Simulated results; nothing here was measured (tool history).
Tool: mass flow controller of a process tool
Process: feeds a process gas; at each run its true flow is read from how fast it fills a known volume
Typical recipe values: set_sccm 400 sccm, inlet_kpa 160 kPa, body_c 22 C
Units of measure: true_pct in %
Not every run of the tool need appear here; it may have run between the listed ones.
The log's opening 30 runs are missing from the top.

run,hour,set_sccm,inlet_kpa,body_c,true_pct
31,5042.9,400,160,26,99.54
32,5222.2,400,160,26,99.42
33,5452.2,400,160,26,99.36
34,5572.8,238,166,31,98.34
35,5777.6,501,243,20,99.28
36,6001.7,995,179,25,101.12
37,6147.2,995,179,25,101.02
38,6348.4,995,179,25,100.86
39,6574.9,400,239,31,99.69
40,6765.6,128,177,28,94.01
41,6941.6,262,246,27,97.83
42,7177,400,208,21,98.78
43,7346,956,197,26,101.15
44,7510.9,956,197,26,101.07
# hour 7705.2: controller's zero set anew
45,7735.4,306,197,35,102.72
46,7957.3,306,197,35,102.65
47,8140.5,233,250,30,101.88

Branching from run 47: 5 alternative next runs. What would each branch give?
A,8239.3,862,250,30,?
B,8239.3,123,171,23,?
C,8239.3,163,160,28,?
D,8239.3,400,258,26,?
E,8239.3,233,248,30,?

run,true_pct
A,102.49
B,100.86
C,101.68
D,101.65
E,101.88
Without the tool's hidden state the same runs would have given:
run,true_pct
A,100.38
B,99.43
C,100.05
D,99.67
E,100.07
